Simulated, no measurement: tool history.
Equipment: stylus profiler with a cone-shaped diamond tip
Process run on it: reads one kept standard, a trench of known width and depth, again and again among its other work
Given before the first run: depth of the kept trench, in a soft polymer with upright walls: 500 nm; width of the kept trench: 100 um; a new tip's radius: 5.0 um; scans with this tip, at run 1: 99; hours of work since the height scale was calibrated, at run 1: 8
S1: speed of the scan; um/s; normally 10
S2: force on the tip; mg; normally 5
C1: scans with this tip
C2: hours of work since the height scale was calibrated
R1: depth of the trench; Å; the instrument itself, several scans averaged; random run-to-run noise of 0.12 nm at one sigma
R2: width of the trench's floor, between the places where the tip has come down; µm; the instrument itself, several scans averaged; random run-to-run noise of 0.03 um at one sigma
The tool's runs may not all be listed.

run,hour,S1,S2,C1,C2,R1,R2
1,0,10,5,99,8,5093.7,95.49
2,75.1,10,5,599,51,5094,95.45
3,135.2,10,2.14,999,85,5052.7,95.31
4,247.4,10,2.14,1746,149,5051.1,95.23
5,299.8,10,2.14,2095,179,5049.8,95.12
6,367.6,10,5,2546,217,5091.3,95.11
7,432.1,10,5,2976,254,5088.1,95.02
8,516.5,10,5,3538,302,5087.6,94.95
9,624.6,10,5,4257,363,5088.8,94.85
10,698,10,5,4746,405,5086.9,94.76
11,808.8,10,5,5483,467,5085.5,94.67
12,862.6,10,5,5842,498,5085.8,94.61
13,980.6,10,5,6627,565,5082.6,94.5
14,1061.1,21,8.06,7163,611,5116.7,94.47
15,1131.9,21,8.06,7634,651,5116.6,94.3
16,1248.3,10,14.31,8409,717,5174.5,94.32
17,1326.8,2,5.8,8932,761,5091.1,94.28
18,1386,2,5.8,9326,795,5089.5,94.24
19,1448.5,2,5.8,9742,830,5086.2,94.09
20,1501.6,12,5.76,10096,861,5084.2,94.03
21,1613.3,12,11.58,10839,924,5146.7,94
22,1667.2,12,11.74,11198,955,5147.6,93.91
23,1768.3,12,11.74,11871,1012,5144.5,93.82

Below are 5 alternative next runs, each starting from the tool's condition after run 23. Predict each:
# hour 1780.3: new tip fitted, height scale calibrated
A,1861.6,18,3.28,542,46,?,?
# hour 1780.3: new tip fitted, height scale calibrated
B,1861.6,2,5,542,46,?,?
# hour 1780.3: new tip fitted, height scale calibrated
C,1861.6,12,11.13,542,46,?,?
# hour 1780.3: new tip fitted, height scale calibrated
D,1861.6,12,13.94,542,46,?,?
# hour 1780.3: new tip fitted, height scale calibrated
E,1861.6,14,10.93,542,46,?,?

run,R1,R2
A,5070.1,95.42
B,5095.3,95.53
C,5159.7,95.43
D,5184.6,95.46
E,5157.2,95.45
Stripped of hidden state, with their random variation kept, the same runs would have yielded:
run,R1,R2
A,5068.7,95.58
B,5093.9,95.69
C,5158.3,95.59
D,5183.2,95.62
E,5155.8,95.61

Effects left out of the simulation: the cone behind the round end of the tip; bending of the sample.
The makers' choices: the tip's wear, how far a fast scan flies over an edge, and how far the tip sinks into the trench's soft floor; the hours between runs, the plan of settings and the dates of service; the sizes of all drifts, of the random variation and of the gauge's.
